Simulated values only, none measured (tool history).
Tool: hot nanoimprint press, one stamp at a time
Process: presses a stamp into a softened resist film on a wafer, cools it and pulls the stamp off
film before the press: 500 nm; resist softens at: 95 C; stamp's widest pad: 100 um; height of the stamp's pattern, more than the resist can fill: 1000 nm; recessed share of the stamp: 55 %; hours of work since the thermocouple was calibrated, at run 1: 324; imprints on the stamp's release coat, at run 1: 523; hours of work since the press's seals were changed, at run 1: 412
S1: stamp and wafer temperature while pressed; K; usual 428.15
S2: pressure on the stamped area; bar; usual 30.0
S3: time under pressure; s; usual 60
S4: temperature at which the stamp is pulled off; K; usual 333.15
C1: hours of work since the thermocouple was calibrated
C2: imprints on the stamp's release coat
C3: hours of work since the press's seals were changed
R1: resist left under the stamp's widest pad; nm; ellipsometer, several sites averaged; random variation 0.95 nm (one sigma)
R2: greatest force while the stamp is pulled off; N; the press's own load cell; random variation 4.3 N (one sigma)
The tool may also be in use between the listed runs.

{"run": 1, "hour": 0.0, "S1": 428.15, "S2": 30.0, "S3": 60, "S4": 333.15, "C1": 324, "C2": 523, "C3": 412, "R1": 267.5, "R2": 226}
{"run": 2, "hour": 28.1, "S1": 428.15, "S2": 47.2, "S3": 60, "S4": 333.15, "C1": 338, "C2": 603, "C3": 426, "R1": 224.0, "R2": 234}
{"run": 3, "hour": 81.6, "S1": 428.15, "S2": 47.2, "S3": 60, "S4": 333.15, "C1": 363, "C2": 756, "C3": 451, "R1": 224.0, "R2": 233}
{"run": 4, "hour": 125.3, "S1": 428.15, "S2": 47.2, "S3": 60, "S4": 333.15, "C1": 384, "C2": 880, "C3": 471, "R1": 222.3, "R2": 238}
{"run": 5, "hour": 163.6, "S1": 428.15, "S2": 30.0, "S3": 60, "S4": 333.15, "C1": 402, "C2": 989, "C3": 489, "R1": 268.6, "R2": 237}
{"run": 6, "hour": 197.1, "S1": 421.15, "S2": 30.0, "S3": 60, "S4": 333.15, "C1": 417, "C2": 1085, "C3": 505, "R1": 338.1, "R2": 250}
{"run": 7, "hour": 229.4, "S1": 421.15, "S2": 30.0, "S3": 60, "S4": 333.15, "C1": 433, "C2": 1177, "C3": 520, "R1": 338.0, "R2": 243}
{"run": 8, "hour": 293.2, "S1": 421.15, "S2": 30.0, "S3": 31, "S4": 333.15, "C1": 463, "C2": 1359, "C3": 551, "R1": 392.5, "R2": 259}
{"hour": 313.2, "done": "plate thermocouple calibrated"}
{"run": 9, "hour": 352.1, "S1": 421.15, "S2": 30.0, "S3": 31, "S4": 333.15, "C1": 18, "C2": 1518, "C3": 577, "R1": 407.8, "R2": 270}
{"run": 10, "hour": 393.5, "S1": 421.15, "S2": 30.0, "S3": 31, "S4": 333.15, "C1": 38, "C2": 1636, "C3": 596, "R1": 405.0, "R2": 277}
{"run": 11, "hour": 451.2, "S1": 428.15, "S2": 30.0, "S3": 60, "S4": 333.15, "C1": 65, "C2": 1800, "C3": 624, "R1": 282.1, "R2": 287}
{"run": 12, "hour": 514.4, "S1": 428.15, "S2": 30.0, "S3": 109, "S4": 333.15, "C1": 95, "C2": 1980, "C3": 653, "R1": 228.0, "R2": 298}
{"run": 13, "hour": 547.3, "S1": 428.15, "S2": 30.0, "S3": 109, "S4": 333.15, "C1": 110, "C2": 2074, "C3": 669, "R1": 225.7, "R2": 292}
{"hour": 573.5, "done": "press's hydraulic seals changed and the load cell set to zero"}
{"run": 14, "hour": 589.9, "S1": 428.15, "S2": 30.0, "S3": 109, "S4": 333.15, "C1": 127, "C2": 2172, "C3": 8, "R1": 223.6, "R2": 305}
{"run": 15, "hour": 656.4, "S1": 428.15, "S2": 30.0, "S3": 109, "S4": 333.15, "C1": 158, "C2": 2362, "C3": 39, "R1": 220.7, "R2": 309}
{"hour": 709.3, "done": "stamp cleaned and given a new release coat"}
{"run": 16, "hour": 718.6, "S1": 428.15, "S2": 30.0, "S3": 109, "S4": 333.15, "C1": 185, "C2": 27, "C3": 66, "R1": 220.9, "R2": 199}
{"run": 17, "hour": 783.4, "S1": 428.15, "S2": 30.0, "S3": 109, "S4": 333.15, "C1": 215, "C2": 212, "C3": 96, "R1": 221.0, "R2": 211}
{"run": 18, "hour": 833.1, "S1": 428.15, "S2": 30.0, "S3": 84, "S4": 333.15, "C1": 239, "C2": 353, "C3": 120, "R1": 242.8, "R2": 225}
{"run": 19, "hour": 871.5, "S1": 428.15, "S2": 30.0, "S3": 84, "S4": 333.15, "C1": 257, "C2": 463, "C3": 138, "R1": 240.5, "R2": 219}
{"run": 20, "hour": 904.4, "S1": 428.15, "S2": 30.0, "S3": 42, "S4": 334.15, "C1": 272, "C2": 556, "C3": 153, "R1": 302.8, "R2": 222}
{"run": 21, "hour": 970.6, "S1": 428.15, "S2": 30.0, "S3": 42, "S4": 334.15, "C1": 303, "C2": 745, "C3": 184, "R1": 305.2, "R2": 224}
{"run": 22, "hour": 1006.5, "S1": 418.15, "S2": 30.0, "S3": 60, "S4": 337.15, "C1": 320, "C2": 847, "C3": 201, "R1": 370.9, "R2": 227}
{"run": 23, "hour": 1039.8, "S1": 437.15, "S2": 46.6, "S3": 51, "S4": 331.15, "C1": 336, "C2": 942, "C3": 217, "R1": 166.2, "R2": 256}
{"run": 24, "hour": 1102.8, "S1": 428.15, "S2": 20.5, "S3": 71, "S4": 333.15, "C1": 366, "C2": 1122, "C3": 247, "R1": 292.2, "R2": 253}
{"run": 25, "hour": 1142.4, "S1": 428.15, "S2": 20.5, "S3": 71, "S4": 333.15, "C1": 384, "C2": 1234, "C3": 265, "R1": 290.6, "R2": 261}
{"run": 26, "hour": 1177.2, "S1": 420.15, "S2": 35.7, "S3": 37, "S4": 333.15, "C1": 401, "C2": 1334, "C3": 282, "R1": 372.3, "R2": 249}
{"run": 27, "hour": 1215.9, "S1": 418.15, "S2": 46.6, "S3": 66, "S4": 322.15, "C1": 419, "C2": 1444, "C3": 300, "R1": 316.9, "R2": 311}
{"run": 28, "hour": 1261.1, "S1": 418.15, "S2": 46.6, "S3": 66, "S4": 322.15, "C1": 440, "C2": 1572, "C3": 321, "R1": 315.0, "R2": 323}
{"run": 29, "hour": 1318.3, "S1": 418.15, "S2": 46.6, "S3": 66, "S4": 322.15, "C1": 467, "C2": 1736, "C3": 348, "R1": 311.2, "R2": 322}

Forecast each of these 5 alternatives for the next run:
{"hour": 1329.4, "done": "plate thermocouple calibrated"}
{"run": "A", "hour": 1381.5, "S1": 418.15, "S2": 46.6, "S3": 46, "S4": 322.15, "C1": 25, "C2": 1907, "C3": 377, "R1": "?", "R2": "?"}
{"hour": 1329.4, "done": "plate thermocouple calibrated"}
{"run": "B", "hour": 1381.5, "S1": 428.15, "S2": 42.5, "S3": 84, "S4": 333.15, "C1": 25, "C2": 1907, "C3": 377, "R1": "?", "R2": "?"}
{"hour": 1329.4, "done": "plate thermocouple calibrated"}
{"run": "C", "hour": 1381.5, "S1": 418.15, "S2": 24.7, "S3": 66, "S4": 322.15, "C1": 25, "C2": 1907, "C3": 377, "R1": "?", "R2": "?"}
{"hour": 1329.4, "done": "plate thermocouple calibrated"}
{"run": "D", "hour": 1381.5, "S1": 428.15, "S2": 30.0, "S3": 60, "S4": 336.15, "C1": 25, "C2": 1907, "C3": 377, "R1": "?", "R2": "?"}
{"hour": 1329.4, "done": "plate thermocouple calibrated"}
{"run": "E", "hour": 1381.5, "S1": 418.15, "S2": 46.6, "S3": 66, "S4": 330.15, "C1": 25, "C2": 1907, "C3": 377, "R1": "?", "R2": "?"}

run=A R1=368.0 R2=346
run=B R1=220.3 R2=297
run=C R1=394.9 R2=340
run=D R1=284.6 R2=266
run=E R1=337.4 R2=294
Without the tool's hidden state the same runs would have given:
run=A R1=364.2 R2=249
run=B R1=216.9 R2=212
run=C R1=392.9 R2=243
run=D R1=281.7 R2=191
run=E R1=333.4 R2=211
